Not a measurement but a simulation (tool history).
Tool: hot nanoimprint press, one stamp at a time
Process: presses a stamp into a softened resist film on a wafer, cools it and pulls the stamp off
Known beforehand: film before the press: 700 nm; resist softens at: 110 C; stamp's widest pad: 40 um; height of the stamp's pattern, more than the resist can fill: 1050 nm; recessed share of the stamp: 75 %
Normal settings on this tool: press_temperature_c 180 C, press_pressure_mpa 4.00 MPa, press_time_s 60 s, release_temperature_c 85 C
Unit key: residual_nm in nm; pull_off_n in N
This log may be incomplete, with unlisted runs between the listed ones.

run,hour,press_temperature_c,press_pressure_mpa,press_time_s,release_temperature_c,residual_nm,pull_off_n
1,0.0,180,4.00,60,85,331.7,195
2,6.8,180,4.00,60,85,329.5,197
3,15.1,180,4.00,60,85,331.0,200
4,21.7,180,4.00,60,85,330.7,202
5,26.0,180,4.00,60,85,331.8,205
6,30.6,180,4.00,114,85,265.0,204
7,39.8,180,4.00,114,85,265.2,209
8,47.9,180,4.00,71,85,313.0,208
9,55.1,180,4.00,60,85,332.1,213
# hour 65.0: plate thermocouple calibrated
10,67.3,180,4.00,60,85,316.9,201
11,75.8,180,4.00,60,78,316.4,241
12,83.1,180,4.00,60,85,317.5,206
13,90.7,180,4.00,60,85,319.5,211
14,99.7,180,4.00,60,85,319.9,204
15,106.6,180,4.00,60,85,317.6,220
16,115.5,180,4.00,60,85,318.4,212
17,120.6,180,4.00,60,75,317.5,272
18,127.9,180,4.00,60,75,317.8,266
19,137.4,185,4.00,71,75,263.0,272
20,143.8,190,4.00,100,75,203.3,276
21,152.4,182,4.00,42,75,338.9,287
22,160.8,180,3.32,77,85,323.7,217
23,170.5,180,2.96,60,85,372.4,223
24,180.2,180,2.96,60,85,370.8,229
25,188.5,180,4.00,55,71,328.4,306
26,192.5,174,4.00,45,71,407.6,315
27,196.6,174,4.00,45,71,408.6,319
28,204.0,174,4.00,45,71,409.7,322
29,209.8,180,4.00,36,70,377.6,327
30,213.9,187,2.65,87,80,293.8,270

4 ways to go on from here, each from the tool as it stands after run 30. What would each give?
A,218.2,168,2.72,85,80,?,?
B,218.2,170,5.90,32,80,?,?
C,218.2,187,2.73,87,80,?,?
D,218.2,174,4.00,60,85,?,?

run,residual_nm,pull_off_n
A,469.4,263
B,418.6,262
C,288.7,268
D,376.7,231
Without the tool's unlogged condition, the same runs would have read:
run,residual_nm,pull_off_n
A,470.2,197
B,417.4,197
C,288.9,201
D,376.6,173

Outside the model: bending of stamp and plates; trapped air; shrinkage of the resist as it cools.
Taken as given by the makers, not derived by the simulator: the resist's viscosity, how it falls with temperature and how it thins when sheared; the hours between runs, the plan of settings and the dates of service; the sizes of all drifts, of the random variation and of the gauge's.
